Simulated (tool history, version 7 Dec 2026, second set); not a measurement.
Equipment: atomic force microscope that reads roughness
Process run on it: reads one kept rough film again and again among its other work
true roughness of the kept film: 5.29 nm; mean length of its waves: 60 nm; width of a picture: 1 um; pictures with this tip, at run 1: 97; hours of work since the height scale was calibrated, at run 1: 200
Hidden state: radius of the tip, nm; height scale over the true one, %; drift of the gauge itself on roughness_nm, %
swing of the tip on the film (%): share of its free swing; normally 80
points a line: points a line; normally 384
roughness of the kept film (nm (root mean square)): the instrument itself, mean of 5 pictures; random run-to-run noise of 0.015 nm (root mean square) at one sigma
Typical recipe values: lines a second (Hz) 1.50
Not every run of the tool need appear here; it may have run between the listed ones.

run,hour,lines a second (Hz),swing of the tip on the film (%),points a line,pictures with this tip,hours of work since the height scale was calibrated,roughness of the kept film (nm (root mean square))
1,0.0,1.50,80,384,97,200,4.418
2,6.9,1.50,80,384,104,203,4.414
3,13.2,1.50,67,384,110,206,4.697
4,26.4,1.50,80,384,122,212,4.393
5,36.0,1.50,80,511,131,216,4.366
6,47.3,1.50,80,384,141,221,4.373
7,59.9,1.50,80,384,153,227,4.356
8,66.5,1.50,80,384,159,230,4.361
9,74.0,1.50,80,384,166,233,4.340
10,86.1,1.50,80,384,177,239,4.331
11,99.8,1.50,80,384,190,245,4.333
# hour 104.7: new tip fitted
12,107.2,1.50,80,384,2,248,4.456
13,113.2,1.50,80,384,8,251,4.463
14,120.0,1.50,80,384,14,254,4.477
15,132.3,1.50,80,384,26,260,4.447
16,145.7,1.50,80,271,38,266,4.412
17,157.9,0.52,80,384,49,271,4.850
18,168.0,1.13,85,543,59,276,4.487
19,179.2,1.13,85,543,69,281,4.480
20,186.1,1.13,85,543,76,284,4.445
21,199.7,1.50,60,266,88,290,4.819
22,206.8,0.65,84,352,95,293,4.678
23,219.4,1.04,88,352,107,299,4.393
24,228.3,2.34,81,352,115,303,4.056
25,236.2,1.73,62,352,122,307,4.712
26,249.2,1.10,75,326,134,312,4.642
27,261.0,0.77,73,546,145,318,4.788
28,273.9,1.41,83,685,157,324,4.300
29,282.2,1.44,57,557,165,327,4.851
30,293.1,2.26,56,509,175,332,4.748
31,298.8,3.13,80,930,180,335,3.811
32,312.2,3.13,80,930,193,341,3.788

What if the next run were any one of these 5? Each begins from the tool's condition after run 32:
# hour 313.9: new tip fitted
A,323.5,3.98,72,849,9,346,?
# hour 313.9: new tip fitted
B,323.5,2.14,58,930,9,346,?
# hour 313.9: new tip fitted
C,323.5,1.50,75,662,9,346,?
# hour 313.9: new tip fitted
D,323.5,2.07,57,851,9,346,?
# hour 313.9: new tip fitted
E,323.5,1.63,59,456,9,346,?

run,roughness of the kept film (nm (root mean square))
A,4.079
B,4.881
C,4.640
D,4.899
E,4.962
With the hidden condition removed and each run's random variation left untouched, the same runs would have given:
run,roughness of the kept film (nm (root mean square))
A,4.070
B,4.869
C,4.629
D,4.887
E,4.951
